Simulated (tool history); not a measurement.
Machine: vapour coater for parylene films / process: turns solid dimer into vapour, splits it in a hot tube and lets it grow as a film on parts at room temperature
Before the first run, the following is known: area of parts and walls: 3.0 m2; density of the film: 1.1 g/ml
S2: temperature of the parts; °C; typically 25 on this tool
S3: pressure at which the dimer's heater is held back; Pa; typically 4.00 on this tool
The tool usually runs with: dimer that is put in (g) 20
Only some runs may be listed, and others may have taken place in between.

Run 1, day 0.000: usual settings. Result: thickness of the film (µm) 3.165.
Run 2, day 1.150: usual settings. Result: thickness of the film (µm) 3.157.
Run 3, day 2.850: usual settings. Result: thickness of the film (µm) 3.154.
Run 4, day 3.971: usual settings but dimer that is put in (g) 11. Result: thickness of the film (µm) 1.733.
Run 5, day 6.546: usual settings. Result: thickness of the film (µm) 3.137.
Run 6, day 8.721: usual settings. Result: thickness of the film (µm) 3.112.
Run 7, day 10.992: usual settings. Result: thickness of the film (µm) 3.122.
Run 8, day 12.129: usual settings. Result: thickness of the film (µm) 3.107.
Run 9, day 13.608: usual settings but S2 18 °C. Result: thickness of the film (µm) 4.276.
Run 10, day 15.117: usual settings but S2 18 °C. Result: thickness of the film (µm) 4.272.
Run 11, day 17.658: usual settings but S3 3.31 Pa. Result: thickness of the film (µm) 3.347.
Run 12, day 19.925: usual settings. Result: thickness of the film (µm) 3.202.
Run 13, day 21.371: usual settings but S3 2.98 Pa. Result: thickness of the film (µm) 3.432.
Run 14, day 22.938: usual settings but dimer that is put in (g) 30, S3 2.98 Pa. Result: thickness of the film (µm) 5.122.
Run 15, day 24.167: usual settings. Result: thickness of the film (µm) 3.199.
Run 16, day 25.638: usual settings but dimer that is put in (g) 11. Result: thickness of the film (µm) 1.770.
Run 17, day 27.575: usual settings but dimer that is put in (g) 11. Result: thickness of the film (µm) 1.748.
Run 18, day 29.104: usual settings but dimer that is put in (g) 11. Result: thickness of the film (µm) 1.746.
Run 19, day 30.550: usual settings. Result: thickness of the film (µm) 3.181.
Run 20, day 32.888: usual settings but dimer that is put in (g) 17. Result: thickness of the film (µm) 2.688.
Run 21, day 34.442: usual settings but dimer that is put in (g) 17. Result: thickness of the film (µm) 2.695.
Run 22, day 36.075: usual settings but dimer that is put in (g) 17. Result: thickness of the film (µm) 2.740.
Run 23, day 38.429: usual settings. Result: thickness of the film (µm) 3.212.
Run 24, day 41.050: usual settings. Result: thickness of the film (µm) 3.207.
Run 25, day 42.150: usual settings. Result: thickness of the film (µm) 3.211.
Run 26, day 43.846: usual settings but S3 6.65 Pa. Result: thickness of the film (µm) 2.877.
Run 27, day 45.729: usual settings but dimer that is put in (g) 17, S3 9.36 Pa. Result: thickness of the film (µm) 2.172.
Run 28, day 47.229: usual settings but dimer that is put in (g) 32, S2 17 °C, S3 10.51 Pa. Result: thickness of the film (µm) 5.503.
Run 29, day 49.012: usual settings but dimer that is put in (g) 23, S2 24 °C, S3 3.41 Pa. Result: thickness of the film (µm) 3.741.
Run 30, day 50.775: usual settings but dimer that is put in (g) 23, S2 24 °C, S3 8.37 Pa. Result: thickness of the film (µm) 3.256.
Run 31, day 52.950: usual settings but S2 18 °C. Result: thickness of the film (µm) 4.175.
Run 32, day 55.292: usual settings but dimer that is put in (g) 21, S2 24 °C, S3 4.03 Pa. Result: thickness of the film (µm) 3.450.
Run 33, day 56.912: usual settings but dimer that is put in (g) 10. Result: thickness of the film (µm) 1.564.
Run 34, day 59.175: usual settings but dimer that is put in (g) 10. Result: thickness of the film (µm) 1.574.
Run 35, day 60.438: usual settings but dimer that is put in (g) 10, S2 17 °C, S3 2.81 Pa. Result: thickness of the film (µm) 2.316.
Run 36, day 61.654: usual settings but S2 24 °C. Result: thickness of the film (µm) 3.238.
Run 37, day 64.200: usual settings but dimer that is put in (g) 10, S2 24 °C. Result: thickness of the film (µm) 1.626.
Run 38, day 66.654: usual settings but dimer that is put in (g) 14, S2 36 °C. Result: thickness of the film (µm) 1.397.
Run 39, day 68.483: usual settings but dimer that is put in (g) 8, S2 21 °C. Result: thickness of the film (µm) 1.455.
Run 40, day 70.225: usual settings but dimer that is put in (g) 22, S2 17 °C. Result: thickness of the film (µm) 4.703.
Run 41, day 72.621: usual settings but dimer that is put in (g) 15, S2 30 °C, S3 5.08 Pa. Result: thickness of the film (µm) 1.806.
Run 42, day 74.929: usual settings but dimer that is put in (g) 15, S2 30 °C, S3 5.08 Pa. Result: thickness of the film (µm) 1.802.
Run 43, day 76.446: usual settings but dimer that is put in (g) 11, S3 5.34 Pa. Result: thickness of the film (µm) 1.605.
Run 44, day 78.142: usual settings but S2 22 °C, S3 5.88 Pa. Result: thickness of the film (µm) 3.193.
Run 45, day 80.150: usual settings but S2 22 °C, S3 5.88 Pa. Result: thickness of the film (µm) 3.183.
Run 46, day 81.304: usual settings but S2 27 °C, S3 10.45 Pa. Result: thickness of the film (µm) 2.316.
Run 47, day 83.142: usual settings but dimer that is put in (g) 14, S2 18 °C. Result: thickness of the film (µm) 2.822.

Not shown here: 4 entries made in the log between runs. Locate each between two listed runs and compare the hidden state at the listed run before it with the hidden state at the listed run after it:
Between runs 8 and 9: trap's valve overhauled (day 12.475)
  vapour lost through the trap's worn valve, %: 4.6 -> 1; true temperature of the parts over the reading, C: -0.54 -> -0.55
  measured less the result without the state, thickness of the film (µm): -0.079 -> +0.049
Between runs 21 and 22: table's thermometer calibrated (day 34.721)
  vapour lost through the trap's worn valve, %: 3.7 -> 4; true temperature of the parts over the reading, C: -0.69 -> -1.19
  measured less the result without the state, thickness of the film (µm): -0.028 -> +0.020
Between runs 26 and 27: table's thermometer calibrated, once more (day 45.162)
  vapour lost through the trap's worn valve, %: 4.9 -> 5.1; true temperature of the parts over the reading, C: -1.24 -> 0.01
  measured less the result without the state, thickness of the film (µm): -0.002 -> -0.119
Between runs 29 and 30: trap's valve overhauled (day 49.975)
  vapour lost through the trap's worn valve, %: 5.6 -> 1.2; true temperature of the parts over the reading, C: -0.01 -> -0.02
  measured less the result without the state, thickness of the film (µm): -0.219 -> -0.036

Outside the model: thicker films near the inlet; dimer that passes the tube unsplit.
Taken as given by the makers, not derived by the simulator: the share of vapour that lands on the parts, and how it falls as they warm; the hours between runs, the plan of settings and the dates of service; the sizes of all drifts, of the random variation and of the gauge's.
